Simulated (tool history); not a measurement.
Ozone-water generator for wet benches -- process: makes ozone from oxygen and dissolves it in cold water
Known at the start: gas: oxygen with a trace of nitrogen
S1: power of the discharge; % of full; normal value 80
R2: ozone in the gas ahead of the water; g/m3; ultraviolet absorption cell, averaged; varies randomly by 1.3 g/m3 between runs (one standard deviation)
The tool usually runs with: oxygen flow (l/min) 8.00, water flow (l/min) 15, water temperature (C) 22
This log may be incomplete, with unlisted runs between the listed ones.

run 1 day=0.000 | S1=80 oxygen_flow_(l/min)=8.00 water_flow_(l/min)=15 water_temperature_(C)=22 | dissolved_ozone_(ppm)=28.7 R2=241.0
run 2 day=1.725 | S1=80 oxygen_flow_(l/min)=8.00 water_flow_(l/min)=15 water_temperature_(C)=22 | dissolved_ozone_(ppm)=29.1 R2=240.5
run 3 day=2.904 | S1=80 oxygen_flow_(l/min)=8.00 water_flow_(l/min)=15 water_temperature_(C)=22 | dissolved_ozone_(ppm)=29.0 R2=239.0
run 4 day=4.183 | S1=80 oxygen_flow_(l/min)=8.00 water_flow_(l/min)=15 water_temperature_(C)=22 | dissolved_ozone_(ppm)=28.8 R2=240.4
run 5 day=5.812 | S1=80 oxygen_flow_(l/min)=8.00 water_flow_(l/min)=15 water_temperature_(C)=16 | dissolved_ozone_(ppm)=32.4 R2=238.2
run 6 day=7.375 | S1=80 oxygen_flow_(l/min)=8.00 water_flow_(l/min)=15 water_temperature_(C)=16 | dissolved_ozone_(ppm)=32.1 R2=238.9
run 7 day=8.912 | S1=61 oxygen_flow_(l/min)=8.00 water_flow_(l/min)=15 water_temperature_(C)=22 | dissolved_ozone_(ppm)=24.8 R2=204.5
run 8 day=10.533 | S1=80 oxygen_flow_(l/min)=8.00 water_flow_(l/min)=15 water_temperature_(C)=19 | dissolved_ozone_(ppm)=30.6 R2=240.0
run 9 day=12.296 | S1=80 oxygen_flow_(l/min)=8.00 water_flow_(l/min)=15 water_temperature_(C)=19 | dissolved_ozone_(ppm)=30.0 R2=240.5
run 10 day=13.829 | S1=80 oxygen_flow_(l/min)=8.00 water_flow_(l/min)=19 water_temperature_(C)=22 | dissolved_ozone_(ppm)=24.9 R2=238.8
run 11 day=15.312 | S1=98 oxygen_flow_(l/min)=8.00 water_flow_(l/min)=15 water_temperature_(C)=22 | dissolved_ozone_(ppm)=31.9 R2=269.1
run 12 day=16.383 | S1=80 oxygen_flow_(l/min)=8.00 water_flow_(l/min)=15 water_temperature_(C)=21 | dissolved_ozone_(ppm)=29.0 R2=238.5
run 13 day=17.271 | S1=80 oxygen_flow_(l/min)=8.00 water_flow_(l/min)=15 water_temperature_(C)=21 | dissolved_ozone_(ppm)=29.3 R2=237.2
run 14 day=18.538 | S1=80 oxygen_flow_(l/min)=8.00 water_flow_(l/min)=15 water_temperature_(C)=21 | dissolved_ozone_(ppm)=28.8 R2=235.9
run 15 day=19.821 | S1=80 oxygen_flow_(l/min)=8.00 water_flow_(l/min)=15 water_temperature_(C)=21 | dissolved_ozone_(ppm)=28.9 R2=238.4
run 16 day=21.188 | S1=80 oxygen_flow_(l/min)=8.00 water_flow_(l/min)=15 water_temperature_(C)=21 | dissolved_ozone_(ppm)=28.7 R2=238.4
run 17 day=22.717 | S1=80 oxygen_flow_(l/min)=8.00 water_flow_(l/min)=15 water_temperature_(C)=21 | dissolved_ozone_(ppm)=29.1 R2=235.6
run 18 day=24.467 | S1=80 oxygen_flow_(l/min)=8.00 water_flow_(l/min)=15 water_temperature_(C)=21 | dissolved_ozone_(ppm)=29.0 R2=235.1
run 19 day=25.646 | S1=80 oxygen_flow_(l/min)=8.00 water_flow_(l/min)=15 water_temperature_(C)=21 | dissolved_ozone_(ppm)=28.8 R2=237.0
run 20 day=26.625 | S1=80 oxygen_flow_(l/min)=6.51 water_flow_(l/min)=15 water_temperature_(C)=17 | dissolved_ozone_(ppm)=33.6 R2=270.7
run 21 day=27.871 | S1=80 oxygen_flow_(l/min)=6.51 water_flow_(l/min)=15 water_temperature_(C)=17 | dissolved_ozone_(ppm)=32.8 R2=270.3
run 22 day=29.517 | S1=56 oxygen_flow_(l/min)=8.00 water_flow_(l/min)=15 water_temperature_(C)=25 | dissolved_ozone_(ppm)=21.4 R2=191.5
run 23 day=31.304 | S1=49 oxygen_flow_(l/min)=10.02 water_flow_(l/min)=9 water_temperature_(C)=17 | dissolved_ozone_(ppm)=28.1 R2=154.1
run 24 day=32.462 | S1=49 oxygen_flow_(l/min)=10.02 water_flow_(l/min)=9 water_temperature_(C)=17 | dissolved_ozone_(ppm)=27.8 R2=153.1
run 25 day=33.667 | S1=49 oxygen_flow_(l/min)=10.02 water_flow_(l/min)=9 water_temperature_(C)=17 | dissolved_ozone_(ppm)=28.2 R2=154.6
run 26 day=35.217 | S1=86 oxygen_flow_(l/min)=11.36 water_flow_(l/min)=17 water_temperature_(C)=17 | dissolved_ozone_(ppm)=26.7 R2=191.1
run 27 day=36.475 | S1=86 oxygen_flow_(l/min)=11.30 water_flow_(l/min)=17 water_temperature_(C)=22 | dissolved_ozone_(ppm)=24.1 R2=191.8
run 28 day=37.367 | S1=68 oxygen_flow_(l/min)=5.51 water_flow_(l/min)=10 water_temperature_(C)=14 | dissolved_ozone_(ppm)=41.9 R2=277.7
run 29 day=38.767 | S1=51 oxygen_flow_(l/min)=6.02 water_flow_(l/min)=15 water_temperature_(C)=22 | dissolved_ozone_(ppm)=23.7 R2=221.1
run 30 day=39.596 | S1=53 oxygen_flow_(l/min)=8.00 water_flow_(l/min)=15 water_temperature_(C)=16 | dissolved_ozone_(ppm)=24.8 R2=184.9
run 31 day=40.429 | S1=80 oxygen_flow_(l/min)=4.26 water_flow_(l/min)=15 water_temperature_(C)=18 | dissolved_ozone_(ppm)=34.4 R2=358.3
run 32 day=41.892 | S1=51 oxygen_flow_(l/min)=5.64 water_flow_(l/min)=15 water_temperature_(C)=20 | dissolved_ozone_(ppm)=24.6 R2=233.0
run 33 day=42.908 | S1=51 oxygen_flow_(l/min)=5.64 water_flow_(l/min)=15 water_temperature_(C)=20 | dissolved_ozone_(ppm)=24.5 R2=232.4
run 34 day=43.808 | S1=51 oxygen_flow_(l/min)=5.64 water_flow_(l/min)=15 water_temperature_(C)=20 | dissolved_ozone_(ppm)=24.5 R2=230.7

For some of the steps in dissolved ozone (ppm) from one run to the next: how much would appear even if the tool had no hidden state, given the settings, what came in and random variation, and how much remains for the hidden state plus any gauge scatter that the measured result and the result without hidden state don't share?
The hidden state here: yield of the discharge, % of new electrodes'; contactor's efficiency, % of a clean one's; true water temperature over the reading, C; drift of the gauge itself on ozone_ppm, %; drift of the gauge itself on gas_g_m3, %.
Run 21 -> 22: S1 80 -> 56, oxygen flow (l/min) 6.51 -> 8.00, water temperature (C) 17 -> 25. dissolved ozone (ppm) -11.4: hidden state +1.1, all else -12.5.
Run 27 -> 28: S1 86 -> 68, oxygen flow (l/min) 11.30 -> 5.51, water flow (l/min) 17 -> 10, water temperature (C) 22 -> 14. dissolved ozone (ppm) +17.8: hidden state -1.4, all else +19.2.
Run 28 -> 29: S1 68 -> 51, oxygen flow (l/min) 5.51 -> 6.02, water flow (l/min) 10 -> 15, water temperature (C) 14 -> 22. dissolved ozone (ppm) -18.2: hidden state +1.7, all else -19.9.
Run 31 -> 32: S1 80 -> 51, oxygen flow (l/min) 4.26 -> 5.64, water temperature (C) 18 -> 20. dissolved ozone (ppm) -9.8: hidden state +1.3, all else -11.1.
